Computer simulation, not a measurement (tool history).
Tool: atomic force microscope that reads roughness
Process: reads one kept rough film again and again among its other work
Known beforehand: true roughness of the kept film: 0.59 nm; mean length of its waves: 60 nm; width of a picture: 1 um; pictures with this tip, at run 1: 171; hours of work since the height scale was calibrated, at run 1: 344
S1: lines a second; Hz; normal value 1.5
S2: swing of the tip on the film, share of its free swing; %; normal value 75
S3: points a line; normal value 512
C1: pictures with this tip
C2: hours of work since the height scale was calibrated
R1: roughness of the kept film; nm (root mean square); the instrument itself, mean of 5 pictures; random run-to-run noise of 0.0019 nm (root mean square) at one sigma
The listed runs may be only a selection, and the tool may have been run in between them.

run 1 hour=0 | S1=1.5 S2=75 S3=512 | C1=171 C2=344 | R1=0.546
-- hour=7.6 new tip fitted
run 2 hour=18.3 | S1=1.5 S2=75 S3=512 | C1=20 C2=355 | R1=0.548
run 3 hour=38.6 | S1=2.49 S2=75 S3=512 | C1=58 C2=368 | R1=0.524
run 4 hour=47.9 | S1=2.49 S2=75 S3=512 | C1=76 C2=374 | R1=0.524
run 5 hour=64.8 | S1=2.49 S2=75 S3=512 | C1=108 C2=385 | R1=0.523
run 6 hour=77.5 | S1=1.5 S2=67 S3=512 | C1=132 C2=393 | R1=0.557
run 7 hour=99.9 | S1=1.5 S2=75 S3=876 | C1=174 C2=407 | R1=0.544
-- hour=105.6 new tip fitted
run 8 hour=114.9 | S1=1.5 S2=75 S3=876 | C1=17 C2=417 | R1=0.549
run 9 hour=131.5 | S1=1.5 S2=75 S3=512 | C1=49 C2=427 | R1=0.547
run 10 hour=149.3 | S1=1.5 S2=75 S3=512 | C1=82 C2=439 | R1=0.546
run 11 hour=163.4 | S1=1.5 S2=72 S3=512 | C1=109 C2=448 | R1=0.551
run 12 hour=174.3 | S1=1.5 S2=72 S3=512 | C1=129 C2=455 | R1=0.552
run 13 hour=188.4 | S1=1.5 S2=72 S3=512 | C1=156 C2=464 | R1=0.552
-- hour=202.5 new tip fitted
run 14 hour=204.6 | S1=1.5 S2=72 S3=512 | C1=4 C2=474 | R1=0.551
run 15 hour=222.6 | S1=1.5 S2=75 S3=738 | C1=38 C2=485 | R1=0.549
run 16 hour=236.5 | S1=1.5 S2=75 S3=738 | C1=64 C2=494 | R1=0.545
run 17 hour=257.6 | S1=0.95 S2=75 S3=512 | C1=104 C2=508 | R1=0.559
run 18 hour=277.9 | S1=1.5 S2=75 S3=512 | C1=142 C2=521 | R1=0.546
run 19 hour=296.1 | S1=1.5 S2=75 S3=512 | C1=176 C2=533 | R1=0.547
-- hour=299.6 new tip fitted
run 20 hour=314.4 | S1=1.5 S2=75 S3=512 | C1=28 C2=544 | R1=0.548
run 21 hour=329.1 | S1=1.5 S2=81 S3=512 | C1=56 C2=553 | R1=0.533
run 22 hour=348.1 | S1=1.5 S2=75 S3=320 | C1=92 C2=566 | R1=0.545
run 23 hour=360.5 | S1=1.5 S2=86 S3=512 | C1=115 C2=574 | R1=0.52
run 24 hour=379 | S1=1.5 S2=75 S3=552 | C1=150 C2=585 | R1=0.543
run 25 hour=391.8 | S1=1.5 S2=75 S3=836 | C1=174 C2=594 | R1=0.543
-- hour=396.1 new tip fitted
run 26 hour=409.8 | S1=1.5 S2=75 S3=512 | C1=26 C2=605 | R1=0.551
run 27 hour=427.5 | S1=1.5 S2=78 S3=452 | C1=59 C2=616 | R1=0.539
run 28 hour=437 | S1=1.5 S2=78 S3=452 | C1=77 C2=622 | R1=0.539
run 29 hour=453.5 | S1=0.75 S2=75 S3=526 | C1=108 C2=633 | R1=0.561
run 30 hour=475.6 | S1=2.24 S2=57 S3=983 | C1=150 C2=647 | R1=0.562
-- hour=492.9 new tip fitted
run 31 hour=495 | S1=2.24 S2=57 S3=983 | C1=4 C2=659 | R1=0.566
run 32 hour=505 | S1=2 S2=74 S3=1020 | C1=23 C2=666 | R1=0.541
run 33 hour=516.3 | S1=1.2 S2=74 S3=357 | C1=44 C2=673 | R1=0.556
run 34 hour=536.4 | S1=2.71 S2=62 S3=397 | C1=82 C2=686 | R1=0.548
run 35 hour=554.1 | S1=2.38 S2=80 S3=576 | C1=116 C2=697 | R1=0.507
run 36 hour=576.3 | S1=0.61 S2=78 S3=512 | C1=158 C2=711 | R1=0.56
-- hour=590.4 new tip fitted
run 37 hour=590.7 | S1=0.61 S2=55 S3=512 | C1=1 C2=720 | R1=0.58
run 38 hour=606.3 | S1=0.61 S2=55 S3=512 | C1=30 C2=730 | R1=0.578
run 39 hour=624.6 | S1=0.61 S2=55 S3=512 | C1=65 C2=742 | R1=0.577
run 40 hour=643.7 | S1=1.5 S2=77 S3=970 | C1=101 C2=754 | R1=0.544
run 41 hour=654.1 | S1=1.5 S2=60 S3=425 | C1=120 C2=761 | R1=0.564
run 42 hour=666.3 | S1=3.35 S2=75 S3=362 | C1=143 C2=769 | R1=0.504
run 43 hour=680.9 | S1=3.35 S2=75 S3=362 | C1=171 C2=778 | R1=0.499
-- hour=687.9 new tip fitted
run 44 hour=690.5 | S1=3.35 S2=75 S3=362 | C1=5 C2=784 | R1=0.509
run 45 hour=705.3 | S1=0.89 S2=88 S3=309 | C1=33 C2=793 | R1=0.541
run 46 hour=716.8 | S1=0.89 S2=88 S3=309 | C1=54 C2=801 | R1=0.543
run 47 hour=733.3 | S1=1.5 S2=56 S3=614 | C1=85 C2=811 | R1=0.571
run 48 hour=754.4 | S1=1.5 S2=56 S3=614 | C1=125 C2=825 | R1=0.569
run 49 hour=775.6 | S1=1.5 S2=56 S3=614 | C1=165 C2=838 | R1=0.568
-- hour=785.9 new tip fitted
run 50 hour=791.1 | S1=3.24 S2=56 S3=965 | C1=10 C2=848 | R1=0.559
run 51 hour=800.8 | S1=3.24 S2=56 S3=965 | C1=29 C2=854 | R1=0.56

Predict each of these 3 candidate next runs independently; none follows another, all start after run 51:
run A hour=813.3 | S1=3.25 S2=60 S3=317 | C1=52 C2=862 | R1=?
run B hour=813.3 | S1=1.2 S2=60 S3=266 | C1=52 C2=862 | R1=?
run C hour=813.3 | S1=0.81 S2=56 S3=288 | C1=52 C2=862 | R1=?

run=A R1=0.549
run=B R1=0.566
run=C R1=0.575
Had the tool no hidden state, the same runs would have come out as:
run=A R1=0.554
run=B R1=0.571
run=C R1=0.58
